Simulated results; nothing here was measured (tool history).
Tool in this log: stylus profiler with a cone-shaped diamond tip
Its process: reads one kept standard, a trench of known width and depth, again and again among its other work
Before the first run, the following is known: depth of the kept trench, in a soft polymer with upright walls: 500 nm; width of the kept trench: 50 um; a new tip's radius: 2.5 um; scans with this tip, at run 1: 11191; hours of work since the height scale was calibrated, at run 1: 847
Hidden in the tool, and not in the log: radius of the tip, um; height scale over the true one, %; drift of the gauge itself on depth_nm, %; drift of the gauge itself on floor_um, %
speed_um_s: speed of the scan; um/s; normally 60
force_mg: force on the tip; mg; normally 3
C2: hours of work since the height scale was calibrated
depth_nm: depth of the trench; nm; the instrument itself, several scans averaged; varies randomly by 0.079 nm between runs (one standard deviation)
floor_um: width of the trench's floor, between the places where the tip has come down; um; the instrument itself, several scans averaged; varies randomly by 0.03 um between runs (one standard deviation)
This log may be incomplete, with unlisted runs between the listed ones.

Run 1, day 0: usual settings; scans with this tip 11191; C2 847. Result: depth_nm 507.5 nm, floor_um 45.8 um.
Run 2, day 1: usual settings; scans with this tip 11395; C2 862. Result: depth_nm 507.33 nm, floor_um 45.73 um.
Run 3, day 1.679: usual settings but force_mg 4 mg; scans with this tip 11533; C2 873. Result: depth_nm 509.17 nm, floor_um 45.77 um.
Run 4, day 2.662: usual settings but speed_um_s 18 um/s; scans with this tip 11733; C2 888. Result: depth_nm 507.39 nm, floor_um 45.86 um.
Run 5, day 3.967: usual settings but speed_um_s 18 um/s; scans with this tip 11999; C2 908. Result: depth_nm 507.23 nm, floor_um 45.85 um.
Run 6, day 4.625: usual settings but speed_um_s 18 um/s; scans with this tip 12133; C2 918. Result: depth_nm 507.19 nm, floor_um 45.87 um.
Run 7, day 5.408: usual settings but speed_um_s 18 um/s; scans with this tip 12292; C2 930. Result: depth_nm 507.3 nm, floor_um 45.81 um.
Run 8, day 6.671: usual settings but speed_um_s 18 um/s; scans with this tip 12549; C2 950. Result: depth_nm 507.56 nm, floor_um 45.78 um.
Run 9, day 7.321: usual settings but speed_um_s 81 um/s; scans with this tip 12682; C2 960. Result: depth_nm 507.45 nm, floor_um 45.58 um.
Run 10, day 8.258: usual settings but speed_um_s 81 um/s; scans with this tip 12872; C2 974. Result: depth_nm 507.29 nm, floor_um 45.49 um.
Run 11, day 9.488: usual settings but speed_um_s 135 um/s, force_mg 2.37 mg; scans with this tip 13122; C2 993. Result: depth_nm 505.86 nm, floor_um 45.25 um.
Run 12, day 10.629: usual settings but speed_um_s 110 um/s, force_mg 6.29 mg; scans with this tip 13354; C2 1011. Result: depth_nm 512.43 nm, floor_um 45.49 um.
At day 11.604: new tip fitted, height scale calibrated.
Run 13, day 12.1: usual settings but speed_um_s 110 um/s, force_mg 6.29 mg; scans with this tip 101; C2 8. Result: depth_nm 514.06 nm, floor_um 46.66 um.
Run 14, day 13.379: usual settings but speed_um_s 110 um/s, force_mg 6.29 mg; scans with this tip 362; C2 27. Result: depth_nm 513.99 nm, floor_um 46.68 um.

Hidden condition of the tool, last listed run before each entry between runs versus first listed run after:
From run 12 to run 13: new tip fitted, height scale calibrated (day 11.604)
  radius of the tip, um: 4.63 -> 2.54; height scale over the true one, %: -0.223 -> 0.031
  difference, measured minus the result without the unlogged condition, depth_nm: -1.15 -> +0.16 nm; floor_um: -1.19 -> -0.03 um
